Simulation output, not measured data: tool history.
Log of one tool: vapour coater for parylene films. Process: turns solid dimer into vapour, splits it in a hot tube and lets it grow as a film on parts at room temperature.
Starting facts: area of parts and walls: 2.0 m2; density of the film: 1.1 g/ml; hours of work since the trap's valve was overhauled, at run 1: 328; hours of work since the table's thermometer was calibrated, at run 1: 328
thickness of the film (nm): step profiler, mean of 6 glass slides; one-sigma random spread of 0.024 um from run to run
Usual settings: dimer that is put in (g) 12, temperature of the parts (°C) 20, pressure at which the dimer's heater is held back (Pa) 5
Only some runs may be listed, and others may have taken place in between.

run    hour  dimer that is put in (g)  temperature of the parts (°C)  pressure at which the dimer's heater is held back (Pa)  hours of work since the trap's valve was overhauled  hours of work since the table's thermometer was calibrated  thickness of the film (nm)
  1       0                        12                             20                                                       5                                                  328                                                         328                        2830
  2    71.6                        12                             20                                                       5                                                  373                                                         373                        2790
  3     133                        12                             20                                                       5                                                  411                                                         411                        2780
  4   200.7                        12                             20                                                    2.13                                                  453                                                         453                        3140
  5   289.6                        12                             31                                                       5                                                  509                                                         509                        2150
  6   360.4                        12                             31                                                       5                                                  553                                                         553                        2070
      426.9  -- trap's valve overhauled
  7   440.3                        12                             31                                                       5                                                    8                                                         600                        2440
  8   490.7                        12                             31                                                       5                                                   40                                                         632                        2450
  9   536.2                        12                             31                                                       5                                                   68                                                         660                        2430
 10   576.1                        12                             31                                                       5                                                   93                                                         685                        2380
 11   647.2                        12                             31                                                       5                                                  137                                                         729                        2390
 12   733.2                         7                             31                                                       5                                                  191                                                         783                        1390
 13   778.2                         7                             31                                                       5                                                  219                                                         811                        1330
 14   838.7                         7                             31                                                       5                                                  257                                                         848                        1350
 15     886                         7                             31                                                       5                                                  286                                                         878                        1330
 16   942.6                         9                             20                                                       5                                                  322                                                         913                        2210
 17   988.2                        12                             20                                                       5                                                  350                                                         942                        2880
 18    1051                        12                             20                                                       5                                                  389                                                         981                        2870
 19    1124                        12                             20                                                       5                                                  435                                                        1026                        2830
 20  1206.2                         8                             20                                                    6.95                                                  486                                                        1078                        1780
 21  1292.6                         8                             20                                                    6.95                                                  540                                                        1131                        1730
     1298.6  -- table's thermometer calibrated
     1375.3  -- trap's valve overhauled
 22  1380.9                         8                             20                                                    6.95                                                    4                                                          49                        1970
 23  1423.3                         8                             20                                                    6.95                                                   30                                                          75                        1920
 24    1501                         8                             20                                                    6.95                                                   78                                                         124                        1920
 25  1539.4                        17                             15                                                     3.3                                                  102                                                         148                        5180
 26  1608.9                        13                             18                                                    8.18                                                  146                                                         191                        3090
 27  1694.2                        13                             18                                                    8.18                                                  199                                                         244                        3070
 28  1762.2                         9                             26                                                   11.51                                                  241                                                         287                        1670
 29  1821.1                         9                             26                                                   11.51                                                  278                                                         323                        1650
 30  1896.8                        12                             19                                                     8.3                                                  325                                                         370                        2670
 31  1964.4                         8                             20                                                       5                                                  367                                                         413                        1920
 32  2016.4                        13                             21                                                    7.76                                                  400                                                         445                        2770
 33  2105.4                        11                             20                                                    9.12                                                  455                                                         501                        2330
 34  2167.3                        11                             20                                                    9.12                                                  494                                                         539                        2310
 35  2233.7                         8                             16                                                    2.86                                                  535                                                         580                        2210
 36  2278.2                         8                             20                                                    2.09                                                  563                                                         608                        2120
     2323.7  -- trap's valve overhauled
 37    2361                         8                             20                                                    2.09                                                   23                                                         657                        2440

Per-run results on a tool with no hidden state, each run keeping its own random variation:
Unlogged tool condition in this case: vapour lost through the trap's worn valve, %; true temperature of the parts over the reading, C; drift of the gauge itself on film_um, %.
run  thickness of the film (nm)
  1                        3080
  2                        3080
  3                        3090
  4                        3530
  5                        2440
  6                        2370
  7                        2400
  8                        2430
  9                        2430
 10                        2390
 11                        2420
 12                        1420
 13                        1380
 14                        1410
 15                        1390
 16                        2330
 17                        3060
 18                        3080
 19                        3070
 20                        1950
 21                        1930
 22                        1960
 23                        1930
 24                        1950
 25                        5280
 26                        3180
 27                        3200
 28                        1760
 29                        1750
 30                        2860
 31                        2080
 32                        3030
 33                        2580
 34                        2580
 35                        2490
 36                        2400
 37                        2410
